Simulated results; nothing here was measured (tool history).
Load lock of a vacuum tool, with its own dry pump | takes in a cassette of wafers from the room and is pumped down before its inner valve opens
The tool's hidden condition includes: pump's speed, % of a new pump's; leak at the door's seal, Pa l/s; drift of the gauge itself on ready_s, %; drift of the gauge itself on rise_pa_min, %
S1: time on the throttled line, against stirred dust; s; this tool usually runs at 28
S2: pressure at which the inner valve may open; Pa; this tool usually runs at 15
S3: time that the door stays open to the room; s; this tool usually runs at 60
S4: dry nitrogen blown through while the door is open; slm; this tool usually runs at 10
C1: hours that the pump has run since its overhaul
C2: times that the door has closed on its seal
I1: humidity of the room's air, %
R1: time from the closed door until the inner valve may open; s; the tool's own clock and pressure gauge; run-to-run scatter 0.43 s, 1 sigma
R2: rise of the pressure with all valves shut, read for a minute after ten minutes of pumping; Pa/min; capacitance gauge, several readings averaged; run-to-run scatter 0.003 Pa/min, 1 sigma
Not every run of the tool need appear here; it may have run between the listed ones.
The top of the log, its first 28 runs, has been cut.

{"run": 29, "hour": 4622.9, "S1": 28, "S2": 15, "S3": 239, "S4": 24, "C1": 6639, "C2": 14820, "I1": 45.9, "R1": 53.1, "R2": 0.146}
{"run": 30, "hour": 4835.6, "S1": 28, "S2": 15, "S3": 239, "S4": 24, "C1": 6852, "C2": 15560, "I1": 46.3, "R1": 52.1, "R2": 0.15}
{"run": 31, "hour": 5006.4, "S1": 26, "S2": 28, "S3": 120, "S4": 17, "C1": 7023, "C2": 16155, "I1": 46.4, "R1": 49.7, "R2": 0.137}
{"run": 32, "hour": 5156.9, "S1": 26, "S2": 28, "S3": 120, "S4": 17, "C1": 7173, "C2": 16679, "I1": 45.4, "R1": 49.5, "R2": 0.142}
{"run": 33, "hour": 5263.4, "S1": 33, "S2": 28, "S3": 60, "S4": 7, "C1": 7280, "C2": 17050, "I1": 45.4, "R1": 54.7, "R2": 0.139}
{"run": 34, "hour": 5398.6, "S1": 51, "S2": 25, "S3": 132, "S4": 35, "C1": 7415, "C2": 17521, "I1": 44.9, "R1": 68.3, "R2": 0.142}
{"run": 35, "hour": 5563.6, "S1": 28, "S2": 15, "S3": 74, "S4": 5, "C1": 7580, "C2": 18095, "I1": 46.9, "R1": 53.3, "R2": 0.158}
{"run": 36, "hour": 5672.8, "S1": 39, "S2": 14, "S3": 144, "S4": 25, "C1": 7689, "C2": 18476, "I1": 46.9, "R1": 62.1, "R2": 0.164}
{"run": 37, "hour": 5785.8, "S1": 39, "S2": 14, "S3": 144, "S4": 25, "C1": 7802, "C2": 18869, "I1": 45.3, "R1": 60.9, "R2": 0.164}

What if the next run were any one of these 3? Each begins from the tool's condition after run 37:
{"run": "A", "hour": 5988.3, "S1": 16, "S2": 14, "S3": 193, "S4": 25, "C1": 8005, "C2": 19575, "I1": 48.5, "R1": "?", "R2": "?"}
{"run": "B", "hour": 5988.3, "S1": 20, "S2": 29, "S3": 31, "S4": 25, "C1": 8005, "C2": 19575, "I1": 46.2, "R1": "?", "R2": "?"}
{"run": "C", "hour": 5988.3, "S1": 32, "S2": 14, "S3": 144, "S4": 25, "C1": 8005, "C2": 19575, "I1": 46.0, "R1": "?", "R2": "?"}

run=A R1=44.6 R2=0.186
run=B R1=45.1 R2=0.153
run=C R1=57.0 R2=0.177
Take away the tool's hidden state, keep each run's random variation, and the runs would have read:
run=A R1=42.2 R2=0.049
run=B R1=43.1 R2=0.015
run=C R1=55.0 R2=0.039
